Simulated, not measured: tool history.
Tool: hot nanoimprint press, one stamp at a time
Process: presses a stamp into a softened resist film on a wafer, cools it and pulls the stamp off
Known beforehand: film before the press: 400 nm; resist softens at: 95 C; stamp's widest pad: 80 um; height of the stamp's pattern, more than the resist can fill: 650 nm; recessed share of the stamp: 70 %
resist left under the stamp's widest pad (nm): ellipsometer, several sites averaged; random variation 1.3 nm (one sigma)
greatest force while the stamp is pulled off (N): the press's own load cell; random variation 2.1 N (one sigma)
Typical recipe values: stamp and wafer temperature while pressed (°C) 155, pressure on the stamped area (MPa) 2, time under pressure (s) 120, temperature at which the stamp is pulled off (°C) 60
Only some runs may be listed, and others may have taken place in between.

run	day	stamp and wafer temperature while pressed (°C)	pressure on the stamped area (MPa)	time under pressure (s)	temperature at which the stamp is pulled off (°C)	resist left under the stamp's widest pad (nm)	greatest force while the stamp is pulled off (N)
1	0	155	2	120	60	209	90
2	1.162	155	2	120	60	206.9	90
3	2.108	155	2	120	60	211.2	94
4	2.7	155	2	120	60	208.6	93
5	3.179	155	2	120	60	207.2	93
6	3.667	155	2	236	60	167.3	96
7	4.458	155	2	120	60	208.1	93
8	5.271	155	2.62	120	60	179.8	89
9	5.788	155	2.62	120	60	178.1	94
10	6.754	155	2.62	120	60	179.5	94
11	7.408	155	2	156	60	190.1	91
12	8.4	155	2.09	156	59	189.7	92
13	9.538	154	1.2	81	55	295.5	98
14	10.338	154	1.62	72	56	270.4	94
15	11.292	155	1.99	120	67	210	89
# day 11.646: plate thermocouple calibrated
16	12.058	155	1.99	120	57	209.5	94
17	12.846	155	1.93	129	57	207	93
18	13.717	160	2.31	218	60	134	94
19	14.775	160	2.31	218	60	137.2	92

Each row is a separate what-if for the run after 19, all from the same tool condition, not one after another. Results?
A	15.354	147	2.51	218	60	?	?
B	15.354	149	2	120	64	?	?
C	15.354	160	1.26	224	50	?	?
D	15.354	155	1.33	120	60	?	?

run	resist left under the stamp's widest pad (nm)	greatest force while the stamp is pulled off (N)
A	195.5	90
B	248.4	88
C	192	99
D	255.4	94
Had the tool no hidden state, the same runs would have come out as:
run	resist left under the stamp's widest pad (nm)	greatest force while the stamp is pulled off (N)
A	195.4	89
B	248.3	87
C	191.9	98
D	255.3	93
